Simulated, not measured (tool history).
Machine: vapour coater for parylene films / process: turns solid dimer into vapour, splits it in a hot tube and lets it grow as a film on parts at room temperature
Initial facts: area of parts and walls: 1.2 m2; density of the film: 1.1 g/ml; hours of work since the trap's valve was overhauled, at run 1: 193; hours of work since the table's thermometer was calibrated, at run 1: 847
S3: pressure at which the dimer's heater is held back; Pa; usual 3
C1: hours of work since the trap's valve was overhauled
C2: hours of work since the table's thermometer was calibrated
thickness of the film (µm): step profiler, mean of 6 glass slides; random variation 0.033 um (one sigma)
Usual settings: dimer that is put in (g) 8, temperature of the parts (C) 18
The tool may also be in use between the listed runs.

run 1 hour=0 | dimer_that_is_put_in_(g)=8 temperature_of_the_parts_(C)=18 S3=3 | C1=193 C2=847 | thickness_of_the_film_(µm)=3.1
run 2 hour=24.4 | dimer_that_is_put_in_(g)=8 temperature_of_the_parts_(C)=10 S3=3 | C1=214 C2=869 | thickness_of_the_film_(µm)=4.34
run 3 hour=54.2 | dimer_that_is_put_in_(g)=8 temperature_of_the_parts_(C)=10 S3=3 | C1=241 C2=895 | thickness_of_the_film_(µm)=4.21
run 4 hour=83.1 | dimer_that_is_put_in_(g)=8 temperature_of_the_parts_(C)=10 S3=3 | C1=266 C2=921 | thickness_of_the_film_(µm)=4.24
run 5 hour=98.1 | dimer_that_is_put_in_(g)=8 temperature_of_the_parts_(C)=18 S3=3 | C1=280 C2=934 | thickness_of_the_film_(µm)=2.94
run 6 hour=119 | dimer_that_is_put_in_(g)=8 temperature_of_the_parts_(C)=18 S3=3 | C1=298 C2=952 | thickness_of_the_film_(µm)=2.98
-- hour=134.4 table's thermometer calibrated
run 7 hour=135 | dimer_that_is_put_in_(g)=8 temperature_of_the_parts_(C)=18 S3=6.84 | C1=311 C2=1 | thickness_of_the_film_(µm)=2.62
run 8 hour=160.3 | dimer_that_is_put_in_(g)=12 temperature_of_the_parts_(C)=18 S3=6.84 | C1=334 C2=23 | thickness_of_the_film_(µm)=3.87
run 9 hour=188.4 | dimer_that_is_put_in_(g)=12 temperature_of_the_parts_(C)=18 S3=6.84 | C1=359 C2=48 | thickness_of_the_film_(µm)=3.89
run 10 hour=202.6 | dimer_that_is_put_in_(g)=8 temperature_of_the_parts_(C)=29 S3=3 | C1=371 C2=60 | thickness_of_the_film_(µm)=1.89
run 11 hour=234.7 | dimer_that_is_put_in_(g)=5 temperature_of_the_parts_(C)=13 S3=4.46 | C1=400 C2=89 | thickness_of_the_film_(µm)=2.13
run 12 hour=256 | dimer_that_is_put_in_(g)=7 temperature_of_the_parts_(C)=11 S3=7.25 | C1=418 C2=108 | thickness_of_the_film_(µm)=2.94
run 13 hour=288.5 | dimer_that_is_put_in_(g)=4 temperature_of_the_parts_(C)=18 S3=5.15 | C1=447 C2=136 | thickness_of_the_film_(µm)=1.31
run 14 hour=303.2 | dimer_that_is_put_in_(g)=4 temperature_of_the_parts_(C)=18 S3=5.15 | C1=460 C2=149 | thickness_of_the_film_(µm)=1.34
run 15 hour=321.8 | dimer_that_is_put_in_(g)=8 temperature_of_the_parts_(C)=18 S3=9.29 | C1=477 C2=166 | thickness_of_the_film_(µm)=2.4
run 16 hour=350.3 | dimer_that_is_put_in_(g)=8 temperature_of_the_parts_(C)=18 S3=9.29 | C1=502 C2=191 | thickness_of_the_film_(µm)=2.35
run 17 hour=369.4 | dimer_that_is_put_in_(g)=8 temperature_of_the_parts_(C)=18 S3=9.29 | C1=519 C2=208 | thickness_of_the_film_(µm)=2.36
-- hour=386.8 trap's valve overhauled
run 18 hour=401.6 | dimer_that_is_put_in_(g)=8 temperature_of_the_parts_(C)=18 S3=9.29 | C1=13 C2=233 | thickness_of_the_film_(µm)=2.72

Alternative continuations, all from the tool just after run 18; predict every row:
run A hour=417.6 | dimer_that_is_put_in_(g)=8 temperature_of_the_parts_(C)=18 S3=3 | C1=27 C2=247 | thickness_of_the_film_(µm)=?
run B hour=417.6 | dimer_that_is_put_in_(g)=4 temperature_of_the_parts_(C)=18 S3=3 | C1=27 C2=247 | thickness_of_the_film_(µm)=?
run C hour=417.6 | dimer_that_is_put_in_(g)=4 temperature_of_the_parts_(C)=14 S3=9.93 | C1=27 C2=247 | thickness_of_the_film_(µm)=?

run=A thickness_of_the_film_(µm)=3.19
run=B thickness_of_the_film_(µm)=1.63
run=C thickness_of_the_film_(µm)=1.52
Take away the tool's hidden state, keep each run's random variation, and the runs would have read:
run=A thickness_of_the_film_(µm)=3.23
run=B thickness_of_the_film_(µm)=1.65
run=C thickness_of_the_film_(µm)=1.54

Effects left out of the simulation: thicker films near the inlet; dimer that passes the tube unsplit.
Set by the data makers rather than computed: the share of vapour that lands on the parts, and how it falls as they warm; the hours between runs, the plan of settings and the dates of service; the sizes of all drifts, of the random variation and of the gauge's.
